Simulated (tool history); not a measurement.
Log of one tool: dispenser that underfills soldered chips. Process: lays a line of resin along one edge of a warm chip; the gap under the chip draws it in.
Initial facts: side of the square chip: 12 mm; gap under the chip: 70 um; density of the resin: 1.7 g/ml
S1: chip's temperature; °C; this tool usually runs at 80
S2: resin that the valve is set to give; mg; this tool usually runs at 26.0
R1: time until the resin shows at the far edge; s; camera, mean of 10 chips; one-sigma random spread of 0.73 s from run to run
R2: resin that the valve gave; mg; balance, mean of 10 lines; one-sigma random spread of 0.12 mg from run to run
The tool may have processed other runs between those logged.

{"run": 1, "hour": 0.0, "S1": 80, "S2": 26.0, "R1": 79.3, "R2": 24.64}
{"run": 2, "hour": 7.0, "S1": 80, "S2": 26.0, "R1": 98.4, "R2": 24.51}
{"hour": 12.2, "done": "new syringe of resin"}
{"run": 3, "hour": 12.2, "S1": 87, "S2": 26.0, "R1": 55.0, "R2": 24.51}
{"run": 4, "hour": 16.7, "S1": 87, "S2": 26.0, "R1": 63.7, "R2": 24.31}
{"run": 5, "hour": 25.2, "S1": 87, "S2": 26.0, "R1": 81.4, "R2": 24.34}
{"hour": 28.6, "done": "new syringe of resin"}
{"run": 6, "hour": 33.3, "S1": 81, "S2": 26.0, "R1": 78.2, "R2": 24.09}
{"run": 7, "hour": 40.6, "S1": 81, "S2": 26.0, "R1": 97.7, "R2": 24.02}
{"hour": 44.8, "done": "new syringe of resin"}
{"run": 8, "hour": 47.3, "S1": 80, "S2": 26.0, "R1": 76.2, "R2": 23.99}
{"run": 9, "hour": 57.4, "S1": 80, "S2": 26.0, "R1": 101.6, "R2": 23.91}
{"hour": 61.5, "done": "new syringe of resin"}
{"run": 10, "hour": 63.8, "S1": 80, "S2": 26.0, "R1": 75.9, "R2": 23.97}
{"run": 11, "hour": 70.6, "S1": 80, "S2": 22.3, "R1": 97.5, "R2": 20.31}
{"hour": 78.4, "done": "new syringe of resin"}
{"run": 12, "hour": 80.2, "S1": 80, "S2": 24.7, "R1": 77.6, "R2": 22.29}
{"run": 13, "hour": 90.7, "S1": 80, "S2": 24.7, "R1": 103.3, "R2": 22.24}
{"hour": 94.8, "done": "new syringe of resin"}
{"run": 14, "hour": 97.7, "S1": 80, "S2": 24.7, "R1": 77.4, "R2": 21.97}
{"hour": 100.4, "done": "dispensing valve cleaned and set on the balance"}
{"run": 15, "hour": 106.8, "S1": 80, "S2": 30.7, "R1": 95.0, "R2": 30.52}
{"hour": 112.4, "done": "new syringe of resin"}
{"run": 16, "hour": 117.5, "S1": 84, "S2": 27.2, "R1": 70.2, "R2": 27.01}
{"run": 17, "hour": 126.8, "S1": 73, "S2": 26.7, "R1": 134.6, "R2": 26.35}
{"hour": 128.6, "done": "new syringe of resin"}
{"run": 18, "hour": 136.3, "S1": 73, "S2": 26.7, "R1": 113.3, "R2": 26.08}
{"run": 19, "hour": 143.9, "S1": 86, "S2": 31.0, "R1": 89.1, "R2": 30.51}
{"hour": 145.5, "done": "new syringe of resin"}
{"run": 20, "hour": 153.7, "S1": 86, "S2": 31.0, "R1": 72.9, "R2": 30.15}
{"hour": 161.9, "done": "new syringe of resin"}
{"run": 21, "hour": 164.2, "S1": 86, "S2": 27.0, "R1": 60.1, "R2": 26.09}
{"run": 22, "hour": 171.8, "S1": 86, "S2": 27.0, "R1": 75.5, "R2": 25.83}
{"hour": 178.3, "done": "new syringe of resin"}
{"run": 23, "hour": 180.7, "S1": 71, "S2": 22.7, "R1": 113.8, "R2": 21.65}
{"run": 24, "hour": 187.6, "S1": 66, "S2": 26.0, "R1": 163.2, "R2": 24.86}
{"hour": 194.8, "done": "new syringe of resin"}
{"run": 25, "hour": 194.8, "S1": 73, "S2": 30.8, "R1": 91.2, "R2": 29.23}
{"run": 26, "hour": 202.7, "S1": 73, "S2": 30.8, "R1": 112.3, "R2": 28.87}
{"run": 27, "hour": 210.1, "S1": 73, "S2": 24.1, "R1": 144.0, "R2": 22.57}

Alternative continuations, all from the tool just after run 27; predict every row:
{"hour": 211.4, "done": "new syringe of resin"}
{"run": "A", "hour": 220.2, "S1": 65, "S2": 31.8, "R1": "?", "R2": "?"}
{"hour": 211.4, "done": "new syringe of resin"}
{"run": "B", "hour": 220.2, "S1": 75, "S2": 30.1, "R1": "?", "R2": "?"}
{"hour": 211.4, "done": "new syringe of resin"}
{"run": "C", "hour": 220.2, "S1": 86, "S2": 33.0, "R1": "?", "R2": "?"}

run=A R1=160.1 R2=29.76
run=B R1=109.7 R2=27.85
run=C R1=72.1 R2=30.99
Had the tool no hidden state, the same runs would have come out as:
run=A R1=114.7 R2=31.90
run=B R1=78.9 R2=29.85
run=C R1=52.2 R2=33.23
